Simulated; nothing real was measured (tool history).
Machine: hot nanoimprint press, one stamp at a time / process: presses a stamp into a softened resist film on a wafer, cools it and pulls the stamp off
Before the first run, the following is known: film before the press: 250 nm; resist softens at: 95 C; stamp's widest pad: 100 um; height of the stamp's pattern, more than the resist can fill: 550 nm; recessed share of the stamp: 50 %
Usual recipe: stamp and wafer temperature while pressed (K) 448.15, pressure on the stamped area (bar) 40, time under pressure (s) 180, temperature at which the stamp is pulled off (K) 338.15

| run | hour | stamp and wafer temperature while pressed (K) | pressure on the stamped area (bar) | time under pressure (s) | temperature at which the stamp is pulled off (K) | resist left under the stamp's widest pad (angstrom) | greatest force while the stamp is pulled off (N) |
|---|---|---|---|---|---|---|---|
| 1 | 0 | 448.15 | 40 | 180 | 338.15 | 960 | 92 |
| 2 | 37.3 | 448.15 | 40 | 180 | 338.15 | 963 | 95 |
| 3 | 58.1 | 448.15 | 40 | 180 | 338.15 | 951 | 95 |
| 4 | 87.6 | 450.15 | 40 | 180 | 338.15 | 875 | 95 |
| 5 | 132.3 | 450.15 | 40 | 180 | 338.15 | 870 | 94 |
| 6 | 163.4 | 436.15 | 40 | 180 | 338.15 | 1577 | 92 |
| 7 | 199 | 448.15 | 40 | 91 | 338.15 | 1222 | 98 |
| 8 | 234.9 | 438.15 | 40 | 180 | 338.15 | 1443 | 100 |
| 9 | 255.1 | 438.15 | 40 | 180 | 338.15 | 1465 | 101 |
|  | 293.3 | plate thermocouple calibrated |
| 10 | 293.7 | 448.15 | 40 | 180 | 338.15 | 949 | 93 |
| 11 | 313.3 | 448.15 | 40 | 180 | 338.15 | 945 | 94 |
| 12 | 339.4 | 448.15 | 40 | 180 | 338.15 | 954 | 98 |
| 13 | 370.1 | 448.15 | 40 | 180 | 338.15 | 954 | 94 |
| 14 | 388.8 | 448.15 | 40 | 180 | 338.15 | 957 | 94 |
| 15 | 428.1 | 448.15 | 40 | 180 | 338.15 | 948 | 95 |
| 16 | 455.1 | 448.15 | 32.8 | 180 | 335.15 | 1053 | 95 |
| 17 | 494.2 | 436.15 | 35.6 | 283 | 338.15 | 1438 | 93 |
| 18 | 512.9 | 442.15 | 35.6 | 283 | 334.15 | 1109 | 97 |
|  | 541 | stamp cleaned and given a new release coat |
| 19 | 555.8 | 456.15 | 40 | 180 | 330.15 | 673 | 99 |
| 20 | 593.8 | 445.15 | 40 | 180 | 330.15 | 1089 | 99 |
| 21 | 639.4 | 445.15 | 40 | 180 | 330.15 | 1095 | 96 |
| 22 | 658.5 | 448.15 | 40 | 157 | 334.15 | 1004 | 93 |
| 23 | 688.8 | 450.15 | 40 | 180 | 344.15 | 876 | 91 |
| 24 | 716.4 | 450.15 | 40 | 180 | 344.15 | 860 | 93 |
| 25 | 738.1 | 448.15 | 40 | 180 | 336.15 | 951 | 101 |
| 26 | 773.1 | 448.15 | 40 | 180 | 336.15 | 947 | 98 |
| 27 | 817.9 | 448.15 | 40 | 180 | 336.15 | 968 | 93 |
| 28 | 861.3 | 451.15 | 58.6 | 248 | 344.15 | 608 | 92 |
| 29 | 903 | 455.15 | 30.6 | 248 | 344.15 | 735 | 91 |
| 30 | 927.1 | 448.15 | 40 | 180 | 346.15 | 953 | 89 |

4 options for the next run, each taken on its own from the tool as it stands now. Forecast them:
| A | 960.3 | 453.15 | 40 | 266 | 342.15 | ? | ? |
| B | 960.3 | 448.15 | 36.3 | 180 | 337.15 | ? | ? |
| C | 960.3 | 457.15 | 43.9 | 311 | 338.15 | ? | ? |
| D | 960.3 | 443.15 | 45.3 | 180 | 338.15 | ? | ? |

| run | resist left under the stamp's widest pad (angstrom) | greatest force while the stamp is pulled off (N) |
|---|---|---|
| A | 671 | 92 |
| B | 1007 | 96 |
| C | 497 | 96 |
| D | 1120 | 93 |
Stripped of hidden state, with their random variation kept, the same runs would have yielded:
| run | resist left under the stamp's widest pad (angstrom) | greatest force while the stamp is pulled off (N) |
|---|---|---|
| A | 669 | 91 |
| B | 1003 | 95 |
| C | 495 | 95 |
| D | 1116 | 92 |

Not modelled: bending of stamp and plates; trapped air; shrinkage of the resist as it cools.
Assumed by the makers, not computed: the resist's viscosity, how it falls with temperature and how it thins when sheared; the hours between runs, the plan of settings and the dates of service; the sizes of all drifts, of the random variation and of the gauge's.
